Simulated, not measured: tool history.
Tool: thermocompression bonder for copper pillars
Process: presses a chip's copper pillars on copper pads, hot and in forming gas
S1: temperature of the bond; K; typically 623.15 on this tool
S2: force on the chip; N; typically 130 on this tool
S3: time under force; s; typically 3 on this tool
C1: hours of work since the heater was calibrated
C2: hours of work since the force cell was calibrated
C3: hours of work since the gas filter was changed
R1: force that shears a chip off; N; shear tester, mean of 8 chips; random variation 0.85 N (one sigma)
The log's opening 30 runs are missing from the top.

Run 31, hour 726.4: usual settings but S1 622.15 K, S2 128 N, S3 2 s; C1 267; C2 955; C3 264. Result: R1 88.4 N.
Run 32, hour 753.8: usual settings but S2 128 N, S3 2 s; C1 284; C2 972; C3 282. Result: R1 87.6 N.
Run 33, hour 780.2: usual settings but S2 128 N, S3 2 s; C1 301; C2 989; C3 299. Result: R1 88.1 N.
Run 34, hour 809.1: usual settings but S1 642.15 K; C1 320; C2 1008; C3 317. Result: R1 109.6 N.
Run 35, hour 832.8: usual settings but S1 642.15 K; C1 335; C2 1023; C3 333. Result: R1 109 N.
At hour 852.1: forming gas filter changed.
Run 36, hour 858.8: usual settings but S1 631.15 K, S2 137 N; C1 352; C2 1040; C3 4. Result: R1 117.3 N.
Run 37, hour 887.8: usual settings but S1 602.15 K, S2 167 N; C1 370; C2 1058; C3 23. Result: R1 105.5 N.
Run 38, hour 902.5: usual settings but S1 648.15 K; C1 380; C2 1068; C3 32. Result: R1 124.5 N.
Run 39, hour 919: usual settings but S1 648.15 K; C1 391; C2 1079; C3 43. Result: R1 123.9 N.
Run 40, hour 933.9: usual settings but S1 610.15 K, S2 144 N; C1 400; C2 1088; C3 53. Result: R1 102.6 N.
Run 41, hour 960.8: usual settings but S1 610.15 K, S2 144 N; C1 417; C2 1106; C3 70. Result: R1 102.3 N.

Forecast each of these 3 alternatives for the next run:
Run A, hour 990.6: usual settings but S1 603.15 K, S2 105 N; C1 437; C2 1125; C3 89. Result: R1 ?.
Run B, hour 990.6: usual settings but S3 4 s; C1 437; C2 1125; C3 89. Result: R1 ?.
Run C, hour 990.6: usual settings; C1 437; C2 1125; C3 89. Result: R1 ?.

run     R1
  A   83.9
  B  114.5
  C  107.6
What these runs would have given with no unlogged condition in the tool:
run     R1
  A   84.2
  B  116.1
  C  108.9
